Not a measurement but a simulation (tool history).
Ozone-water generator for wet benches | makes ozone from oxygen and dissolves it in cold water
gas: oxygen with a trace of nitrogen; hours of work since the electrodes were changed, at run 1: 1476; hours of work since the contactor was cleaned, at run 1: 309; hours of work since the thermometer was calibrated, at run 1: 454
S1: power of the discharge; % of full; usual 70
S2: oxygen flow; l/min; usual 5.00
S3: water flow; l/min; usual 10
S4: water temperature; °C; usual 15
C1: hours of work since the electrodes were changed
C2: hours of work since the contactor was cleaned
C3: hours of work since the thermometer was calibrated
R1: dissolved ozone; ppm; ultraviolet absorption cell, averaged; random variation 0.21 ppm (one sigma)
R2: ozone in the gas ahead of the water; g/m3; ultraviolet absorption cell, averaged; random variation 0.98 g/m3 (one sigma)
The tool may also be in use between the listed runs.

| run | hour | S1 | S2 | S3 | S4 | C1 | C2 | C3 | R1 | R2 |
|---|---|---|---|---|---|---|---|---|---|---|
| 1 | 0.0 | 70 | 5.00 | 10 | 15 | 1476 | 309 | 454 | 28.5 | 162.5 |
| 2 | 82.3 | 70 | 5.00 | 10 | 15 | 1542 | 374 | 520 | 28.6 | 162.0 |
| 3 | 177.1 | 70 | 5.00 | 10 | 15 | 1617 | 450 | 595 | 28.5 | 161.6 |
| 4 | 243.5 | 70 | 5.00 | 10 | 15 | 1670 | 502 | 648 | 28.3 | 160.2 |
| 5 | 292.8 | 70 | 5.00 | 10 | 15 | 1710 | 542 | 687 | 28.4 | 160.8 |
| 6 | 360.9 | 70 | 3.48 | 10 | 15 | 1764 | 596 | 742 | 29.4 | 195.9 |
| 7 | 461.7 | 70 | 3.48 | 10 | 15 | 1844 | 676 | 822 | 28.8 | 197.0 |
| 8 | 567.8 | 70 | 4.82 | 10 | 15 | 1929 | 761 | 906 | 28.2 | 161.6 |
| 9 | 646.9 | 70 | 4.82 | 10 | 15 | 1992 | 824 | 969 | 28.1 | 162.4 |
| 10 | 762.6 | 70 | 4.82 | 10 | 15 | 2084 | 916 | 1062 | 28.1 | 162.3 |
| 11 | 873.3 | 70 | 4.82 | 10 | 15 | 2172 | 1004 | 1150 | 27.7 | 160.9 |
| 12 | 936.1 | 70 | 5.00 | 10 | 15 | 2222 | 1054 | 1200 | 27.5 | 157.4 |
| 13 | 1051.3 | 70 | 5.00 | 13 | 15 | 2314 | 1146 | 1291 | 23.4 | 159.4 |
| 14 | 1130.9 | 70 | 5.00 | 13 | 15 | 2377 | 1209 | 1355 | 23.3 | 157.3 |
| 15 | 1190.5 | 70 | 5.00 | 13 | 8 | 2424 | 1256 | 1402 | 25.8 | 155.8 |
| 16 | 1273.2 | 70 | 5.00 | 8 | 15 | 2490 | 1322 | 1468 | 30.9 | 154.5 |
| 17 | 1327.8 | 70 | 4.67 | 7 | 15 | 2534 | 1366 | 1512 | 33.1 | 162.8 |
| 18 | 1399.6 | 80 | 5.00 | 10 | 15 | 2591 | 1423 | 1569 | 30.2 | 174.4 |
| 19 | 1495.3 | 80 | 5.00 | 10 | 15 | 2667 | 1499 | 1645 | 30.4 | 172.0 |
| 20 | 1615.7 | 80 | 5.00 | 10 | 15 | 2763 | 1595 | 1741 | 30.2 | 171.3 |
| 21 | 1717.3 | 80 | 5.00 | 7 | 12 | 2844 | 1676 | 1822 | 38.2 | 170.9 |
| 22 | 1774.6 | 70 | 7.39 | 10 | 19 | 2889 | 1721 | 1867 | 22.9 | 124.7 |
| 23 | 1847.9 | 70 | 7.39 | 10 | 19 | 2948 | 1780 | 1926 | 22.7 | 123.7 |
| 24 | 1910.9 | 62 | 7.86 | 10 | 20 | 2998 | 1830 | 1976 | 20.2 | 108.2 |
| 25 | 2001.9 | 99 | 4.49 | 10 | 15 | 3070 | 1902 | 2048 | 35.4 | 212.9 |
| 26 | 2088.5 | 99 | 4.49 | 10 | 15 | 3139 | 1971 | 2117 | 34.8 | 212.3 |
| 27 | 2206.2 | 99 | 4.49 | 10 | 15 | 3233 | 2065 | 2211 | 35.0 | 211.3 |
| 28 | 2257.1 | 78 | 3.08 | 10 | 15 | 3274 | 2106 | 2251 | 29.5 | 215.4 |
| 29 | 2341.3 | 84 | 6.11 | 9 | 16 | 3341 | 2173 | 2318 | 30.2 | 156.2 |
| 30 | 2426.4 | 84 | 6.11 | 9 | 16 | 3408 | 2240 | 2386 | 30.1 | 157.2 |
| 31 | 2492.2 | 84 | 6.11 | 9 | 16 | 3461 | 2293 | 2439 | 30.2 | 155.9 |
| 32 | 2582.5 | 84 | 6.11 | 9 | 16 | 3533 | 2365 | 2511 | 29.9 | 155.0 |

The same runs without the tool's hidden state, with the same run-to-run variation:
The hidden state here: yield of the discharge, % of new electrodes'; contactor's efficiency, % of a clean one's; true water temperature over the reading, C; drift of the gauge itself on ozone_ppm, %; drift of the gauge itself on gas_g_m3, %.
| run | R1 | R2 |
|---|---|---|
| 1 | 30.0 | 170.0 |
| 2 | 30.1 | 169.8 |
| 3 | 30.2 | 169.9 |
| 4 | 30.0 | 168.7 |
| 5 | 30.2 | 169.6 |
| 6 | 31.2 | 206.9 |
| 7 | 30.8 | 208.7 |
| 8 | 30.3 | 171.8 |
| 9 | 30.1 | 172.9 |
| 10 | 30.4 | 173.4 |
| 11 | 30.0 | 172.5 |
| 12 | 29.9 | 169.0 |
| 13 | 25.5 | 171.6 |
| 14 | 25.5 | 169.8 |
| 15 | 28.4 | 168.4 |
| 16 | 33.9 | 167.5 |
| 17 | 36.3 | 176.6 |
| 18 | 33.7 | 191.4 |
| 19 | 34.0 | 189.2 |
| 20 | 33.9 | 189.2 |
| 21 | 42.9 | 189.4 |
| 22 | 25.6 | 137.1 |
| 23 | 25.5 | 136.2 |
| 24 | 22.5 | 118.2 |
| 25 | 41.1 | 242.4 |
| 26 | 40.6 | 242.3 |
| 27 | 41.0 | 242.3 |
| 28 | 33.9 | 242.3 |
| 29 | 35.1 | 177.3 |
| 30 | 35.0 | 178.8 |
| 31 | 35.3 | 177.9 |
| 32 | 35.1 | 177.4 |
